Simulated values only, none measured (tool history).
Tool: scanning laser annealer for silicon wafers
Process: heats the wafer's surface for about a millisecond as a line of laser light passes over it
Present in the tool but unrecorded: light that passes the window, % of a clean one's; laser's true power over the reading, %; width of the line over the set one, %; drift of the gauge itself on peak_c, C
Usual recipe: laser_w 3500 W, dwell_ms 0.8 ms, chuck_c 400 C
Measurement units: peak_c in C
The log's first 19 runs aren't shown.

| run | day | laser_w | dwell_ms | chuck_c | hours of work since the window was cleaned | hours of work since the power meter was calibrated | hours of work since the optics were aligned | peak_c |
|---|---|---|---|---|---|---|---|---|
| 20 | 19.979 | 3500 | 0.8 | 400 | 79 | 376 | 656 | 1150 |
| 21 | 21.129 | 3500 | 0.8 | 400 | 93 | 390 | 670 | 1149 |
| 22 | 22.346 | 3500 | 0.8 | 400 | 108 | 405 | 685 | 1149 |
| 23 | 23.088 | 3500 | 0.8 | 400 | 117 | 414 | 694 | 1146 |
| 24 | 24.475 | 3825 | 0.668 | 379 | 134 | 431 | 711 | 1121 |
| 25 | 25.462 | 3500 | 0.6 | 362 | 146 | 443 | 723 | 1001 |
| 26 | 26.717 | 3500 | 0.6 | 362 | 161 | 458 | 738 | 1000 |
| 27 | 27.283 | 3212 | 0.935 | 383 | 168 | 465 | 745 | 1130 |
| 28 | 28.583 | 3212 | 0.935 | 383 | 184 | 481 | 761 | 1134 |
| 29 | 29.692 | 3502 | 0.979 | 438 | 198 | 494 | 775 | 1271 |
| 30 | 30.438 | 3746 | 0.8 | 400 | 207 | 504 | 784 | 1197 |
| 31 | 31.679 | 3684 | 0.8 | 400 | 222 | 519 | 799 | 1180 |
| 32 | 32.771 | 3500 | 0.611 | 383 | 235 | 532 | 812 | 1023 |
| 33 | 33.946 | 3374 | 0.878 | 401 | 249 | 546 | 827 | 1154 |
| 34 | 35.154 | 3374 | 0.878 | 401 | 264 | 561 | 841 | 1153 |
| 35 | 35.792 | 3187 | 0.878 | 399 | 272 | 569 | 849 | 1110 |
| 36 | 37.129 | 3701 | 0.71 | 417 | 288 | 585 | 865 | 1153 |
| 37 | 37.721 | 3701 | 0.71 | 417 | 295 | 592 | 873 | 1150 |
| 38 | 38.767 | 3192 | 0.599 | 387 | 308 | 605 | 885 | 961 |
| 39 | 39.733 | 3500 | 0.822 | 389 | 320 | 617 | 897 | 1138 |
| 40 | 40.446 | 3300 | 0.652 | 381 | 329 | 626 | 906 | 1004 |
| 41 | 41.562 | 3500 | 0.692 | 405 | 342 | 639 | 920 | 1088 |

Alternative continuations, all from the tool just after run 41; predict every row:
| A | 42.746 | 3549 | 0.823 | 426 | 357 | 654 | 934 | ? |
| B | 42.746 | 3500 | 0.692 | 382 | 357 | 654 | 934 | ? |
| C | 42.746 | 3500 | 0.564 | 366 | 357 | 654 | 934 | ? |
| D | 42.746 | 3819 | 0.61 | 368 | 357 | 654 | 934 | ? |

| run | peak_c |
|---|---|
| A | 1187 |
| B | 1064 |
| C | 975 |
| D | 1060 |
With the hidden condition removed and each run's random variation left untouched, the same runs would have given:
| run | peak_c |
|---|---|
| A | 1206 |
| B | 1081 |
| C | 990 |
| D | 1078 |
